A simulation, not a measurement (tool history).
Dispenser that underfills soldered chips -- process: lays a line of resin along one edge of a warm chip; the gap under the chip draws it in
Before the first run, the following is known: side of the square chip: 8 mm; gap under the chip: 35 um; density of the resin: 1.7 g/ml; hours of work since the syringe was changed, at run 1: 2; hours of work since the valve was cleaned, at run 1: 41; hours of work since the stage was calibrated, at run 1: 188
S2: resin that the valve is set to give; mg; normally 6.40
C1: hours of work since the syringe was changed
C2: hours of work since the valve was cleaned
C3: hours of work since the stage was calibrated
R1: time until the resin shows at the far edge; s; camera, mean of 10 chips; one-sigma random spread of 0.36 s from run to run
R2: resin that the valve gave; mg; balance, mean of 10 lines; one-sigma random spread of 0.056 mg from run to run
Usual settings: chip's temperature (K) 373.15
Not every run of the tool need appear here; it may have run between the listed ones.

{"run": 1, "hour": 0.0, "chip's temperature (K)": 373.15, "S2": 6.4, "C1": 2, "C2": 41, "C3": 188, "R1": 22.8, "R2": 6.33}
{"hour": 6.9, "done": "new syringe of resin"}
{"run": 2, "hour": 12.9, "chip's temperature (K)": 373.15, "S2": 6.4, "C1": 4, "C2": 49, "C3": 196, "R1": 24.9, "R2": 6.13}
{"hour": 16.7, "done": "new syringe of resin"}
{"run": 3, "hour": 24.7, "chip's temperature (K)": 373.15, "S2": 6.4, "C1": 5, "C2": 57, "C3": 204, "R1": 28.1, "R2": 6.09}
{"hour": 27.2, "done": "new syringe of resin"}
{"run": 4, "hour": 33.6, "chip's temperature (K)": 373.15, "S2": 6.91, "C1": 4, "C2": 63, "C3": 210, "R1": 25.4, "R2": 6.64}
{"hour": 37.1, "done": "new syringe of resin"}
{"hour": 47.2, "done": "new syringe of resin"}
{"run": 5, "hour": 48.6, "chip's temperature (K)": 373.15, "S2": 6.91, "C1": 1, "C2": 73, "C3": 220, "R1": 20.7, "R2": 6.54}
{"hour": 57.5, "done": "new syringe of resin"}
{"run": 6, "hour": 59.3, "chip's temperature (K)": 361.15, "S2": 6.4, "C1": 1, "C2": 80, "C3": 227, "R1": 33.5, "R2": 6.03}
{"hour": 67.9, "done": "new syringe of resin"}
{"run": 7, "hour": 75.5, "chip's temperature (K)": 361.15, "S2": 6.4, "C1": 5, "C2": 90, "C3": 237, "R1": 45.3, "R2": 5.93}
{"hour": 78.7, "done": "new syringe of resin"}
{"run": 8, "hour": 85.9, "chip's temperature (K)": 361.15, "S2": 6.4, "C1": 5, "C2": 97, "C3": 244, "R1": 43.6, "R2": 5.93}
{"hour": 88.7, "done": "new syringe of resin"}
{"hour": 99.3, "done": "new syringe of resin"}
{"run": 9, "hour": 100.1, "chip's temperature (K)": 361.15, "S2": 6.4, "C1": 1, "C2": 106, "C3": 253, "R1": 32.9, "R2": 5.89}
{"hour": 109.5, "done": "new syringe of resin"}
{"run": 10, "hour": 110.7, "chip's temperature (K)": 361.15, "S2": 6.4, "C1": 1, "C2": 113, "C3": 260, "R1": 33.3, "R2": 5.72}
{"hour": 120.4, "done": "new syringe of resin"}
{"run": 11, "hour": 120.7, "chip's temperature (K)": 361.15, "S2": 6.4, "C1": 0, "C2": 120, "C3": 267, "R1": 30.4, "R2": 5.91}
{"hour": 130.3, "done": "new syringe of resin"}
{"run": 12, "hour": 130.9, "chip's temperature (K)": 373.15, "S2": 6.4, "C1": 0, "C2": 126, "C3": 273, "R1": 19.6, "R2": 5.82}
{"hour": 140.2, "done": "new syringe of resin"}
{"run": 13, "hour": 145.2, "chip's temperature (K)": 373.15, "S2": 8.23, "C1": 3, "C2": 136, "C3": 283, "R1": 23.6, "R2": 7.41}
{"hour": 149.8, "done": "new syringe of resin"}
{"hour": 153.2, "done": "dispensing valve cleaned and set on the balance"}
{"run": 14, "hour": 159.1, "chip's temperature (K)": 373.15, "S2": 8.23, "C1": 6, "C2": 4, "C3": 291, "R1": 25.7, "R2": 8.23}
{"hour": 160.5, "done": "new syringe of resin"}
{"hour": 170.3, "done": "new syringe of resin"}
{"run": 15, "hour": 171.0, "chip's temperature (K)": 373.15, "S2": 6.4, "C1": 0, "C2": 12, "C3": 299, "R1": 19.9, "R2": 6.49}
{"hour": 180.1, "done": "new syringe of resin"}
{"run": 16, "hour": 180.5, "chip's temperature (K)": 380.15, "S2": 6.67, "C1": 0, "C2": 18, "C3": 305, "R1": 14.8, "R2": 6.61}
{"hour": 190.6, "done": "new syringe of resin"}
{"run": 17, "hour": 197.2, "chip's temperature (K)": 384.15, "S2": 7.02, "C1": 4, "C2": 29, "C3": 316, "R1": 16.8, "R2": 6.94}
{"hour": 201.0, "done": "new syringe of resin"}
{"hour": 210.7, "done": "new syringe of resin"}
{"run": 18, "hour": 210.7, "chip's temperature (K)": 364.15, "S2": 6.48, "C1": 0, "C2": 37, "C3": 325, "R1": 27.4, "R2": 6.24}
{"hour": 220.7, "done": "new syringe of resin"}
{"run": 19, "hour": 227.1, "chip's temperature (K)": 384.15, "S2": 6.1, "C1": 4, "C2": 48, "C3": 336, "R1": 16.8, "R2": 5.87}
{"hour": 230.9, "done": "new syringe of resin"}
{"run": 20, "hour": 234.5, "chip's temperature (K)": 365.15, "S2": 6.46, "C1": 2, "C2": 53, "C3": 340, "R1": 29.5, "R2": 6.24}
{"hour": 241.4, "done": "new syringe of resin"}
{"run": 21, "hour": 244.9, "chip's temperature (K)": 373.15, "S2": 6.83, "C1": 2, "C2": 60, "C3": 347, "R1": 21.6, "R2": 6.63}
{"hour": 251.9, "done": "new syringe of resin"}
{"run": 22, "hour": 253.7, "chip's temperature (K)": 373.15, "S2": 6.83, "C1": 1, "C2": 66, "C3": 353, "R1": 20.6, "R2": 6.51}
{"hour": 261.8, "done": "new syringe of resin"}
{"run": 23, "hour": 266.0, "chip's temperature (K)": 373.15, "S2": 6.83, "C1": 3, "C2": 74, "C3": 361, "R1": 22.0, "R2": 6.49}
{"hour": 271.9, "done": "new syringe of resin"}
{"run": 24, "hour": 277.1, "chip's temperature (K)": 376.15, "S2": 5.56, "C1": 3, "C2": 81, "C3": 368, "R1": 21.1, "R2": 5.38}
{"hour": 281.9, "done": "new syringe of resin"}
{"run": 25, "hour": 289.1, "chip's temperature (K)": 381.15, "S2": 5.46, "C1": 5, "C2": 89, "C3": 376, "R1": 19.5, "R2": 5.02}
{"hour": 291.8, "done": "new syringe of resin"}
{"run": 26, "hour": 296.2, "chip's temperature (K)": 381.15, "S2": 5.46, "C1": 3, "C2": 93, "C3": 381, "R1": 17.2, "R2": 5.08}
{"hour": 302.6, "done": "new syringe of resin"}
{"run": 27, "hour": 303.9, "chip's temperature (K)": 381.15, "S2": 5.46, "C1": 1, "C2": 98, "C3": 386, "R1": 15.2, "R2": 5.17}
{"hour": 313.1, "done": "new syringe of resin"}
{"run": 28, "hour": 317.2, "chip's temperature (K)": 382.15, "S2": 6.41, "C1": 3, "C2": 107, "C3": 394, "R1": 16.1, "R2": 5.92}
{"hour": 322.9, "done": "new syringe of resin"}
{"run": 29, "hour": 329.5, "chip's temperature (K)": 382.15, "S2": 5.53, "C1": 4, "C2": 115, "C3": 403, "R1": 18.0, "R2": 5.03}
{"hour": 333.1, "done": "new syringe of resin"}
{"hour": 343.4, "done": "new syringe of resin"}
{"run": 30, "hour": 345.2, "chip's temperature (K)": 369.15, "S2": 5.53, "C1": 1, "C2": 125, "C3": 413, "R1": 24.1, "R2": 5.1}

For each run, the measured value with the value that run would have given without the tool's hidden condition subtracted. The run-to-run variation is shared by both, the gauge scatter possibly not:
The tool's hidden condition here consists of: resin's viscosity, % of fresh resin's; dose that the valve gives, % of what is set; true chip temperature over the reading, C; drift of the gauge itself on fill_s, %; drift of the gauge itself on given_mg, %.
run=1 R1=+2.3 R2=-0.18
run=2 R1=+4.6 R2=-0.22
run=3 R1=+7.2 R2=-0.25
run=4 R1=+5.1 R2=-0.31
run=5 R1=+0.4 R2=-0.35
run=6 R1=+0.8 R2=-0.35
run=7 R1=+11.1 R2=-0.41
run=8 R1=+10.0 R2=-0.44
run=9 R1=-0.7 R2=-0.49
run=10 R1=-0.6 R2=-0.51
run=11 R1=-2.3 R2=-0.55
run=12 R1=-0.6 R2=-0.57
run=13 R1=+3.1 R2=-0.79
run=14 R1=+6.0 R2=-0.02
run=15 R1=-1.1 R2=-0.05
run=16 R1=-0.9 R2=-0.09
run=17 R1=+3.2 R2=-0.14
run=18 R1=-2.2 R2=-0.17
run=19 R1=+3.3 R2=-0.21
run=20 R1=+1.7 R2=-0.24
run=21 R1=+1.2 R2=-0.29
run=22 R1=-0.2 R2=-0.32
run=23 R1=+1.7 R2=-0.36
run=24 R1=+3.0 R2=-0.32
run=25 R1=+4.2 R2=-0.35
run=26 R1=+1.6 R2=-0.37
run=27 R1=-0.4 R2=-0.38
run=28 R1=+1.3 R2=-0.49
run=29 R1=+3.3 R2=-0.46
run=30 R1=-0.1 R2=-0.49
